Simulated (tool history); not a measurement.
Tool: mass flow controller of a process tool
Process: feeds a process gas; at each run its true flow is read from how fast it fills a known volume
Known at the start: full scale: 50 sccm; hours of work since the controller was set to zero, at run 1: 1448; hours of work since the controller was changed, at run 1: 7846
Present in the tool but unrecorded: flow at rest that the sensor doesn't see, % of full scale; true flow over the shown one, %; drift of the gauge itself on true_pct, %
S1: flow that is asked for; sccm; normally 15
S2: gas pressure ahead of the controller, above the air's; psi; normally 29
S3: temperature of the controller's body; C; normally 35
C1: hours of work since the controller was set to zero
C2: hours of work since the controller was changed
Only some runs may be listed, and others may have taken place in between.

run 1 day=0 | S1=15 S2=29 S3=35 | C1=1448 C2=7846 | true_flow_(%)=100.39
run 2 day=8.846 | S1=15 S2=29 S3=35 | C1=1573 C2=7971 | true_flow_(%)=100.22
run 3 day=20.912 | S1=15 S2=29 S3=35 | C1=1745 C2=8142 | true_flow_(%)=100.37
run 4 day=32.546 | S1=15 S2=29 S3=35 | C1=1910 C2=8307 | true_flow_(%)=100.26
run 5 day=39.783 | S1=15 S2=29 S3=35 | C1=2013 C2=8410 | true_flow_(%)=100.19
run 6 day=51.692 | S1=21 S2=29 S3=35 | C1=2182 C2=8579 | true_flow_(%)=100.24
run 7 day=59.6 | S1=21 S2=29 S3=35 | C1=2294 C2=8691 | true_flow_(%)=100.11
run 8 day=72.817 | S1=21 S2=29 S3=35 | C1=2481 C2=8879 | true_flow_(%)=99.98
run 9 day=86.292 | S1=15 S2=36 S3=35 | C1=2673 C2=9070 | true_flow_(%)=99.75
run 10 day=98.471 | S1=15 S2=36 S3=35 | C1=2846 C2=9243 | true_flow_(%)=99.68
run 11 day=113.45 | S1=15 S2=36 S3=35 | C1=3058 C2=9456 | true_flow_(%)=99.66
run 12 day=124.088 | S1=21 S2=29 S3=35 | C1=3209 C2=9607 | true_flow_(%)=99.74
run 13 day=135.796 | S1=15 S2=22 S3=35 | C1=3375 C2=9773 | true_flow_(%)=99.79
run 14 day=148.988 | S1=15 S2=22 S3=35 | C1=3563 C2=9960 | true_flow_(%)=99.74
-- day=150.35 gauge calibrated
run 15 day=160.767 | S1=15 S2=22 S3=35 | C1=3730 C2=10127 | true_flow_(%)=100.36
run 16 day=171.858 | S1=15 S2=29 S3=31 | C1=3887 C2=10285 | true_flow_(%)=99.93
run 17 day=184.954 | S1=15 S2=29 S3=31 | C1=4073 C2=10471 | true_flow_(%)=99.92
run 18 day=196.542 | S1=15 S2=28.1 S3=31 | C1=4237 C2=10635 | true_flow_(%)=99.93
run 19 day=207.896 | S1=15 S2=28.1 S3=31 | C1=4399 C2=10796 | true_flow_(%)=99.82
run 20 day=217.596 | S1=15 S2=28.1 S3=31 | C1=4536 C2=10934 | true_flow_(%)=99.84
run 21 day=224.638 | S1=15 S2=28.1 S3=31 | C1=4636 C2=11034 | true_flow_(%)=99.73
run 22 day=232.829 | S1=15 S2=26 S3=35 | C1=4753 C2=11150 | true_flow_(%)=100
run 23 day=246.521 | S1=15 S2=26 S3=35 | C1=4947 C2=11344 | true_flow_(%)=99.93
run 24 day=254.25 | S1=9 S2=26 S3=35 | C1=5057 C2=11454 | true_flow_(%)=99.81
run 25 day=268.792 | S1=9 S2=29 S3=35 | C1=5263 C2=11661 | true_flow_(%)=99.81
run 26 day=279.617 | S1=6 S2=25.7 S3=35 | C1=5417 C2=11814 | true_flow_(%)=99.66
run 27 day=288.208 | S1=15 S2=28.9 S3=25 | C1=5539 C2=11936 | true_flow_(%)=98.95
run 28 day=302.029 | S1=8 S2=34.2 S3=35 | C1=5735 C2=12132 | true_flow_(%)=99.61
run 29 day=313.675 | S1=8 S2=34.2 S3=35 | C1=5900 C2=12298 | true_flow_(%)=99.33
run 30 day=323.008 | S1=15 S2=37.6 S3=38 | C1=6033 C2=12430 | true_flow_(%)=99.5
-- day=332.883 controller's zero set anew
run 31 day=334.933 | S1=14 S2=37.6 S3=35 | C1=29 C2=12599 | true_flow_(%)=99.36
run 32 day=342.483 | S1=11 S2=34.4 S3=24 | C1=136 C2=12706 | true_flow_(%)=98.57
run 33 day=351.404 | S1=6 S2=29 S3=35 | C1=263 C2=12833 | true_flow_(%)=99.34
run 34 day=361.033 | S1=21 S2=33.2 S3=35 | C1=400 C2=12970 | true_flow_(%)=99.31
run 35 day=374.662 | S1=15 S2=29 S3=30 | C1=593 C2=13163 | true_flow_(%)=99.04
run 36 day=387.129 | S1=26 S2=21.2 S3=23 | C1=770 C2=13340 | true_flow_(%)=98.71
run 37 day=395.042 | S1=15 S2=31.9 S3=26 | C1=882 C2=13452 | true_flow_(%)=98.59
run 38 day=402.438 | S1=15 S2=31.9 S3=21 | C1=987 C2=13557 | true_flow_(%)=98.19
run 39 day=417.867 | S1=5 S2=35.7 S3=29 | C1=1206 C2=13776 | true_flow_(%)=98.53
run 40 day=426.708 | S1=8 S2=21.3 S3=32 | C1=1332 C2=13902 | true_flow_(%)=98.92
run 41 day=435.475 | S1=8 S2=21.3 S3=32 | C1=1456 C2=14026 | true_flow_(%)=98.94
run 42 day=448.867 | S1=41 S2=32.2 S3=32 | C1=1646 C2=14216 | true_flow_(%)=99
run 43 day=459.033 | S1=41 S2=32.2 S3=32 | C1=1790 C2=14361 | true_flow_(%)=98.83
run 44 day=473.583 | S1=9 S2=32.2 S3=32 | C1=1997 C2=14567 | true_flow_(%)=98.5
run 45 day=483.967 | S1=6 S2=23.4 S3=23 | C1=2144 C2=14714 | true_flow_(%)=97.99
-- day=485.292 gauge calibrated
run 46 day=492.9 | S1=15 S2=22.8 S3=24 | C1=2271 C2=14841 | true_flow_(%)=99.67

Consider 5 possible next runs. They are alternatives, not a sequence: every one starts from the tool as it was left by run 46. What does each give?
run A day=504.475 | S1=8 S2=35.7 S3=40 | C1=2435 C2=15005 | true_flow_(%)=?
run B day=504.475 | S1=15 S2=22.8 S3=32 | C1=2435 C2=15005 | true_flow_(%)=?
run C day=504.475 | S1=37 S2=22.9 S3=33 | C1=2435 C2=15005 | true_flow_(%)=?
run D day=504.475 | S1=15 S2=29 S3=28 | C1=2435 C2=15005 | true_flow_(%)=?
run E day=504.475 | S1=5 S2=30.2 S3=28 | C1=2435 C2=15005 | true_flow_(%)=?

run=A true_flow_(%)=100.48
run=B true_flow_(%)=100.2
run=C true_flow_(%)=100.34
run=D true_flow_(%)=99.75
run=E true_flow_(%)=99.58
Had the tool no hidden state, the same runs would have come out as:
run=A true_flow_(%)=100.59
run=B true_flow_(%)=100.3
run=C true_flow_(%)=100.44
run=D true_flow_(%)=99.85
run=E true_flow_(%)=99.69

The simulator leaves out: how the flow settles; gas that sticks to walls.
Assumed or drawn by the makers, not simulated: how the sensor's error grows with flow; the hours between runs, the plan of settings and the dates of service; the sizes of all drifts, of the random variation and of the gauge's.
